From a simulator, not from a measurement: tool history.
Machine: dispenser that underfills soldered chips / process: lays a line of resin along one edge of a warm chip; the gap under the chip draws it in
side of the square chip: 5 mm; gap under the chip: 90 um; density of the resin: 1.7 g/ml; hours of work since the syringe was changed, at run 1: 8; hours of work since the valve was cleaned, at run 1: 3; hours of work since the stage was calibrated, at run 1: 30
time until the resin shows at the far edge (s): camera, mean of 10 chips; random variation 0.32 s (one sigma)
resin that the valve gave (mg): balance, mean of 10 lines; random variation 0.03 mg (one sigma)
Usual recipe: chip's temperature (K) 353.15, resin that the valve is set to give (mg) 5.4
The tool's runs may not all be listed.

run   hour  chip's temperature (K)  resin that the valve is set to give (mg)  hours of work since the syringe was changed  hours of work since the valve was cleaned  hours of work since the stage was calibrated  time until the resin shows at the far edge (s)  resin that the valve gave (mg)
  1      0                  353.15                                       5.4                                            8                                          3                                            30                                            13.6                            5.35
  2    3.4                  352.15                                       5.4                                           11                                          5                                            33                                              16                            5.37
       4.7  -- new syringe of resin
  3    8.6                  352.15                                      6.78                                            3                                          9                                            36                                            11.3                            6.75
  4   13.4                  343.15                                      6.78                                            6                                         12                                            40                                            18.3                            6.61
  5   16.4                  343.15                                      6.78                                            9                                         14                                            42                                            19.9                            6.64
      20.1  -- new syringe of resin
  6   20.9                  354.15                                       5.4                                            1                                         18                                            45                                              10                             5.3
  7   23.7                  365.15                                       5.4                                            3                                         20                                            47                                             7.4                            5.26
  8   27.7                  365.15                                       5.4                                            6                                         23                                            50                                             8.9                            5.29
  9   32.7                  365.15                                       5.4                                            9                                         26                                            54                                              10                            5.27
      35.5  -- new syringe of resin
 10   36.3                  355.15                                       5.4                                            1                                         29                                            56                                             9.1                            5.26
 11   39.1                  355.15                                       5.4                                            3                                         31                                            58                                             9.9                            5.24
 12   41.5                  355.15                                       5.4                                            4                                         33                                            60                                            10.8                            5.23
 13     46                  355.15                                       5.4                                            8                                         36                                            64                                            13.1                            5.16
        51  -- new syringe of resin
 14   51.7                  353.15                                       5.4                                            0                                         40                                            67                                             9.3                            5.21
 15   56.2                  353.15                                       5.4                                            4                                         43                                            71                                            11.7                            5.12
 16   59.9                  353.15                                       5.4                                            7                                         46                                            74                                            13.4                            5.13
 17     63                  353.15                                       5.4                                            9                                         48                                            76                                            15.2                            5.11
      66.3  -- new syringe of resin
 18   66.3                  353.15                                       5.4                                            0                                         50                                            78                                             9.7                            5.13
 19   69.1                  353.15                                       5.4                                            2                                         52                                            80                                              11                             5.1
 20   71.4                  340.15                                      5.25                                            4                                         54                                            82                                            18.8                            4.98
 21   76.8                  347.15                                      4.62                                            8                                         58                                            86                                            18.3                             4.4
 22   81.1                  347.15                                      4.62                                           11                                         61                                            89                                            20.4                            4.36
      81.8  -- new syringe of resin
 23   84.8                  347.15                                      4.62                                            2                                         64                                            91                                            13.9                             4.3
 24   89.2                  340.15                                      5.08                                            5                                         67                                            95                                            19.6                            4.77
 25   94.3                  347.15                                      5.09                                            9                                         71                                            98                                            18.8                            4.73
      97.2  -- new syringe of resin
 26     99                  357.15                                      5.24                                            1                                         74                                           102                                             8.4                            4.81
 27  103.9                  365.15                                      6.78                                            5                                         78                                           105                                               8                            6.24
 28  108.6                  365.15                                      6.78                                            8                                         81                                           109                                             9.1                            6.19
     112.7  -- new syringe of resin
 29  112.7                  356.15                                      4.99                                            0                                         84                                           112                                             9.6                            4.53
 30  115.1                  358.15                                       5.4                                            2                                         86                                           113                                             8.5                            4.96
 31  120.6                  356.15                                      5.48                                            6                                         90                                           117                                            11.6                            4.96
 32  126.2                  352.15                                      5.74                                           10                                         94                                           122                                            16.3                            5.21
     128.1  -- new syringe of resin
 33  130.7                  355.15                                      5.67                                            2                                         97                                           125                                             8.8                             5.1
 34  134.5                  338.15                                      4.88                                            5                                        100                                           127                                            22.1                            4.42
 35  139.2                  351.15                                      6.75                                            8                                        103                                           131                                            13.9                            6.03
 36  142.3                  351.15                                      6.75                                           10                                        106                                           133                                            16.3                            6.03
     143.5  -- new syringe of resin
 37  147.2                  341.15                                      4.77                                            3                                        109                                           137                                            18.4                             4.2
 38  151.5                  341.15                                      4.77                                            6                                        112                                           140                                            20.8                            4.24

Describe how what the log doesn't record of the tool's condition differs between the last listed run preceding each entry between runs and the first listed run following it.
From run 2 to run 3: new syringe of resin (hour 4.7)
  resin's viscosity, % of fresh resin's: 161.8 -> 113.1; dose that the valve gives, % of what is set: 99.12 -> 98.78; true chip temperature over the reading, C: 0.07 -> 0.09
  the result without the hidden state subtracted from the measured one, time until the resin shows at the far edge (s): +6.2 -> +1.2; resin that the valve gave (mg): -0.04 -> -0.08
From run 5 to run 6: new syringe of resin (hour 20.1)
  resin's viscosity, % of fresh resin's: 147.5 -> 102.9; dose that the valve gives, % of what is set: 98.22 -> 97.93; true chip temperature over the reading, C: 0.14 -> 0.16
  the result without the hidden state subtracted from the measured one, time until the resin shows at the far edge (s): +6.3 -> +0.3; resin that the valve gave (mg): -0.12 -> -0.11
From run 9 to run 10: new syringe of resin (hour 35.5)
  resin's viscosity, % of fresh resin's: 153.2 -> 101.5; dose that the valve gives, % of what is set: 97.1 -> 96.82; true chip temperature over the reading, C: 0.23 -> 0.24
  the result without the hidden state subtracted from the measured one, time until the resin shows at the far edge (s): +3.5 -> +0.2; resin that the valve gave (mg): -0.16 -> -0.17
From run 13 to run 14: new syringe of resin (hour 51)
  resin's viscosity, % of fresh resin's: 140.6 -> 102.5; dose that the valve gives, % of what is set: 96.07 -> 95.72; true chip temperature over the reading, C: 0.29 -> 0.32
  the result without the hidden state subtracted from the measured one, time until the resin shows at the far edge (s): +3.7 -> +0.2; resin that the valve gave (mg): -0.21 -> -0.23
From run 17 to run 18: new syringe of resin (hour 66.3)
  resin's viscosity, % of fresh resin's: 150.4 -> 99.2; dose that the valve gives, % of what is set: 94.91 -> 94.69; true chip temperature over the reading, C: 0.39 -> 0.4
  the result without the hidden state subtracted from the measured one, time until the resin shows at the far edge (s): +4.8 -> -0.1; resin that the valve gave (mg): -0.28 -> -0.29
From run 22 to run 23: new syringe of resin (hour 81.8)
  resin's viscosity, % of fresh resin's: 164 -> 111; dose that the valve gives, % of what is set: 93.68 -> 93.42; true chip temperature over the reading, C: 0.48 -> 0.5
  the result without the hidden state subtracted from the measured one, time until the resin shows at the far edge (s): +8.4 -> +1.5; resin that the valve gave (mg): -0.29 -> -0.31
From run 25 to run 26: new syringe of resin (hour 97.2)
  resin's viscosity, % of fresh resin's: 153 -> 106.3; dose that the valve gives, % of what is set: 92.68 -> 92.39; true chip temperature over the reading, C: 0.55 -> 0.58
  the result without the hidden state subtracted from the measured one, time until the resin shows at the far edge (s): +6.6 -> +0.6; resin that the valve gave (mg): -0.37 -> -0.4
From run 28 to run 29: new syringe of resin (hour 112.7)
  resin's viscosity, % of fresh resin's: 147.2 -> 100.5; dose that the valve gives, % of what is set: 91.71 -> 91.44; true chip temperature over the reading, C: 0.63 -> 0.65
  the result without the hidden state subtracted from the measured one, time until the resin shows at the far edge (s): +2.9 -> +0.2; resin that the valve gave (mg): -0.56 -> -0.43
From run 32 to run 33: new syringe of resin (hour 128.1)
  resin's viscosity, % of fresh resin's: 158.6 -> 108.1; dose that the valve gives, % of what is set: 90.5 -> 90.25; true chip temperature over the reading, C: 0.72 -> 0.74
  the result without the hidden state subtracted from the measured one, time until the resin shows at the far edge (s): +5.8 -> +0.7; resin that the valve gave (mg): -0.54 -> -0.55
From run 36 to run 37: new syringe of resin (hour 143.5)
  resin's viscosity, % of fresh resin's: 160.3 -> 114.2; dose that the valve gives, % of what is set: 89.42 -> 89.1; true chip temperature over the reading, C: 0.8 -> 0.82
  the result without the hidden state subtracted from the measured one, time until the resin shows at the far edge (s): +5.8 -> +2.5; resin that the valve gave (mg): -0.72 -> -0.52
